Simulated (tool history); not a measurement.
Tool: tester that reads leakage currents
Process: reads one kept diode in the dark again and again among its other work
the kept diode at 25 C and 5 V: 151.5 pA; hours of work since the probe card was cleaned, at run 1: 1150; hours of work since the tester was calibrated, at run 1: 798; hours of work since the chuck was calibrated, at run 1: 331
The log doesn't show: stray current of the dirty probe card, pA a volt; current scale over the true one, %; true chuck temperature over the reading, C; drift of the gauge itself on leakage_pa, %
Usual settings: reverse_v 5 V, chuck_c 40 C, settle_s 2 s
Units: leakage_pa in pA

run,hour,reverse_v,chuck_c,settle_s,hours of work since the probe card was cleaned,hours of work since the tester was calibrated,hours of work since the chuck was calibrated,leakage_pa
1,0,5,40,2,1150,798,331,437.08
2,36.4,5,40,2,1175,822,356,436.65
3,73.5,5,42,2,1199,846,380,498.54
4,97.1,5,42,2,1215,862,396,496.41
5,124,5,42,2,1233,880,414,493.79
6,158.4,5,42,2,1256,903,437,495.12
7,177.3,5,42,2,1268,915,449,494.58
8,203.6,5,42,2,1286,933,467,492.94
9,220.8,5,42,2,1297,944,478,492.68
10,238.9,5,42,2,1309,956,490,491.35
11,255,5,42,2,1320,967,501,493.4
# hour 261.1: probe card cleaned and baked
12,280.5,3.89,42,2,13,982,516,437.13
13,319.5,3.89,42,2,39,1008,542,436.46
14,349.5,3.89,42,0.53,59,1028,561,437.72
15,367.7,5,40,2,71,1040,574,432.93
16,400.9,8.19,40,2,93,1062,596,557.12
17,429.7,5,40,2,112,1081,615,432.04
# hour 441.9: probe card cleaned and baked, once more
18,460.3,5,40,2,12,1099,633,414.77
19,481.3,5,40,0.47,26,1113,647,414.94
20,508.6,13.3,40,0.65,44,1131,665,669.3
21,526.8,13.3,40,0.65,56,1143,677,673.41
22,555.5,1.56,35,8.68,75,1162,696,164.17
23,574.7,1.56,35,3.29,88,1175,709,164.48
24,607.9,2.14,51,1.08,110,1197,731,563.2
25,635.1,2.17,49,2,128,1215,749,499.4
26,657.8,2.17,49,2,143,1230,764,499.54
# hour 667.8: chuck's temperature calibrated
27,688.5,2.17,49,2,162,1249,14,546.19
28,707.2,2.17,49,2,175,1262,26,548.02
29,726.8,1.67,40,1.41,188,1275,39,263.27
30,757.9,5,40,1.93,208,1295,60,450.98
31,790.3,5,50,0.45,230,1317,81,872.84
32,818.5,5,38,8.08,249,1335,100,390.34
33,854.5,10.71,45,8.08,273,1359,124,909.01
34,885,10.71,45,8.08,293,1380,144,908.38
35,924.3,5.5,36,1.02,319,1406,170,355.28
36,960.4,5.5,36,1.02,343,1430,194,355.85
37,994.9,9.64,25,4.84,366,1453,217,213.29

Forecast each of these 3 alternatives for the next run:
A,1015.4,1.63,25,1.12,379,1466,231,?
B,1015.4,5,40,0.64,379,1466,231,?
C,1015.4,5,28,2,379,1466,231,?

run,leakage_pa
A,88.24
B,446.44
C,191.75
Without the tool's hidden state the same runs would have given:
run,leakage_pa
A,88.28
B,447.91
C,190.9
